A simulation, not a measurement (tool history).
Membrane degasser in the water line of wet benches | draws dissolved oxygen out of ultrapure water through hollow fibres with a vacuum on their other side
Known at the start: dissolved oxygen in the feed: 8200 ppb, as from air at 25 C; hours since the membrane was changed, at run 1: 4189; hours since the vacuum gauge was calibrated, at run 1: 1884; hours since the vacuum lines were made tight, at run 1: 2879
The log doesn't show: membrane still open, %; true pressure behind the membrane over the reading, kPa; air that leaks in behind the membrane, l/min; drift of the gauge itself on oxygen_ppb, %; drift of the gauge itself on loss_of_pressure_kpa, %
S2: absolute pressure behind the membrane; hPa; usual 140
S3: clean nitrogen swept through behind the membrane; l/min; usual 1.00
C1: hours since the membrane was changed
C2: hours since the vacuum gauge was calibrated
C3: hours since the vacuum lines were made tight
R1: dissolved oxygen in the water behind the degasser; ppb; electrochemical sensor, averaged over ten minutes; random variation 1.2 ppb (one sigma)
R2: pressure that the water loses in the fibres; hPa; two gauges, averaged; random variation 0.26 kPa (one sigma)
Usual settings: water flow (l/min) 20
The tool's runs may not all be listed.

Run 1, hour 0.0: usual settings; C1 4189; C2 1884; C3 2879. Result: R1 469.6 ppb, R2 694.6 hPa.
Run 2, hour 280.6: usual settings; C1 4470; C2 2165; C3 3159. Result: R1 467.8 ppb, R2 696.8 hPa.
Run 3, hour 429.3: usual settings but S2 197 hPa; C1 4618; C2 2313; C3 3308. Result: R1 692.5 ppb, R2 697.1 hPa.
Run 4, hour 700.8: usual settings but S2 197 hPa; C1 4890; C2 2585; C3 3580. Result: R1 696.2 ppb, R2 701.7 hPa.
Run 5, hour 902.0: usual settings but water flow (l/min) 16; C1 5091; C2 2786; C3 3781. Result: R1 386.1 ppb, R2 559.1 hPa.
Run 6, hour 1094.9: usual settings but water flow (l/min) 16; C1 5284; C2 2979; C3 3974. Result: R1 389.9 ppb, R2 559.7 hPa.
Run 7, hour 1348.7: usual settings but water flow (l/min) 16; C1 5538; C2 3233; C3 4227. Result: R1 389.6 ppb, R2 556.2 hPa.
At hour 1397.2: vacuum gauge calibrated.
Run 8, hour 1648.1: usual settings but S2 263 hPa; C1 5837; C2 251; C3 4526. Result: R1 945.4 ppb, R2 701.9 hPa.
Run 9, hour 1880.5: usual settings; C1 6069; C2 483; C3 4759. Result: R1 476.5 ppb, R2 697.2 hPa.
Run 10, hour 2024.4: usual settings; C1 6213; C2 627; C3 4903. Result: R1 475.2 ppb, R2 702.2 hPa.
Run 11, hour 2235.8: usual settings but S2 128 hPa; C1 6424; C2 839; C3 5114. Result: R1 426.7 ppb, R2 698.2 hPa.
Run 12, hour 2489.7: usual settings but water flow (l/min) 16, S2 128 hPa; C1 6678; C2 1093; C3 5368. Result: R1 351.9 ppb, R2 562.1 hPa.
Run 13, hour 2764.8: usual settings but water flow (l/min) 16, S2 128 hPa; C1 6953; C2 1368; C3 5643. Result: R1 353.5 ppb, R2 564.8 hPa.
At hour 3037.6: vacuum gauge calibrated, once more.
Run 14, hour 3058.4: usual settings but water flow (l/min) 16, S2 128 hPa; C1 7246; C2 21; C3 5936. Result: R1 346.9 ppb, R2 564.4 hPa.
Run 15, hour 3332.6: usual settings; C1 7520; C2 295; C3 6210. Result: R1 468.6 ppb, R2 698.9 hPa.
Run 16, hour 3536.2: usual settings but S3 1.18 l/min; C1 7724; C2 499; C3 6414. Result: R1 410.0 ppb, R2 706.6 hPa.
Run 17, hour 3823.4: usual settings but S3 2.49 l/min; C1 8011; C2 786; C3 6701. Result: R1 212.9 ppb, R2 705.0 hPa.
Run 18, hour 4073.7: usual settings but S3 2.49 l/min; C1 8262; C2 1036; C3 6952. Result: R1 212.5 ppb, R2 702.6 hPa.
Run 19, hour 4305.1: usual settings but S3 2.49 l/min; C1 8493; C2 1267; C3 7183. Result: R1 213.7 ppb, R2 705.8 hPa.
Run 20, hour 4592.4: usual settings but S2 85 hPa; C1 8780; C2 1555; C3 7470. Result: R1 241.9 ppb, R2 706.1 hPa.
At hour 4701.3: seals of the vacuum lines changed.
Run 21, hour 4821.9: usual settings but S2 85 hPa; C1 9008; C2 1782; C3 121. Result: R1 240.1 ppb, R2 710.9 hPa.
Run 22, hour 5023.1: usual settings but S2 252 hPa, S3 2.11 l/min; C1 9209; C2 1983; C3 322. Result: R1 473.4 ppb, R2 700.9 hPa.
Run 23, hour 5202.2: usual settings but S2 252 hPa, S3 2.11 l/min; C1 9388; C2 2163; C3 501. Result: R1 475.8 ppb, R2 709.5 hPa.
Run 24, hour 5360.7: usual settings but water flow (l/min) 24, S2 252 hPa, S3 1.44 l/min; C1 9547; C2 2321; C3 659. Result: R1 776.4 ppb, R2 850.4 hPa.
Run 25, hour 5575.0: usual settings but S2 332 hPa; C1 9761; C2 2535; C3 874. Result: R1 1174.7 ppb, R2 711.5 hPa.
Run 26, hour 5714.3: usual settings but S2 332 hPa, S3 0.61 l/min; C1 9900; C2 2675; C3 1013. Result: R1 1697.4 ppb, R2 708.6 hPa.
Run 27, hour 5990.9: usual settings but S2 168 hPa, S3 1.17 l/min; C1 10177; C2 2951; C3 1290. Result: R1 510.1 ppb, R2 709.4 hPa.
Run 28, hour 6158.9: usual settings but S3 2.10 l/min; C1 10345; C2 3119; C3 1458. Result: R1 246.5 ppb, R2 708.2 hPa.
Run 29, hour 6292.8: usual settings but water flow (l/min) 16, S2 105 hPa, S3 2.10 l/min; C1 10479; C2 3253; C3 1592. Result: R1 137.5 ppb, R2 568.9 hPa.
At hour 6334.8: vacuum gauge calibrated.
Run 30, hour 6577.8: usual settings but water flow (l/min) 17, S2 264 hPa, S3 2.90 l/min; C1 10763; C2 243; C3 1876. Result: R1 323.1 ppb, R2 608.7 hPa.
Run 31, hour 6753.8: usual settings but water flow (l/min) 17, S2 264 hPa, S3 2.90 l/min; C1 10939; C2 419; C3 2052. Result: R1 323.2 ppb, R2 609.1 hPa.

The same runs without the tool's hidden state, with the same run-to-run variation:
run      R1     R2
  1   462.6  686.0
  2   460.1  687.6
  3   682.8  687.5
  4   685.7  691.6
  5   376.9  550.7
  6   380.2  550.9
  7   379.2  547.1
  8   928.4  689.8
  9   462.8  684.7
 10   461.1  689.2
 11   412.4  684.8
 12   338.0  550.9
 13   338.7  553.1
 14   339.7  552.1
 15   460.5  683.2
 16   401.6  690.2
 17   206.6  688.0
 18   205.9  685.1
 19   206.6  687.8
 20   233.3  687.4
 21   234.2  691.7
 22   469.6  681.3
 23   471.6  689.5
 24   769.3  825.9
 25  1166.5  690.5
 26  1686.9  687.4
 27   501.6  687.5
 28   240.5  686.1
 29   132.8  550.9
 30   319.8  588.9
 31   319.6  589.0
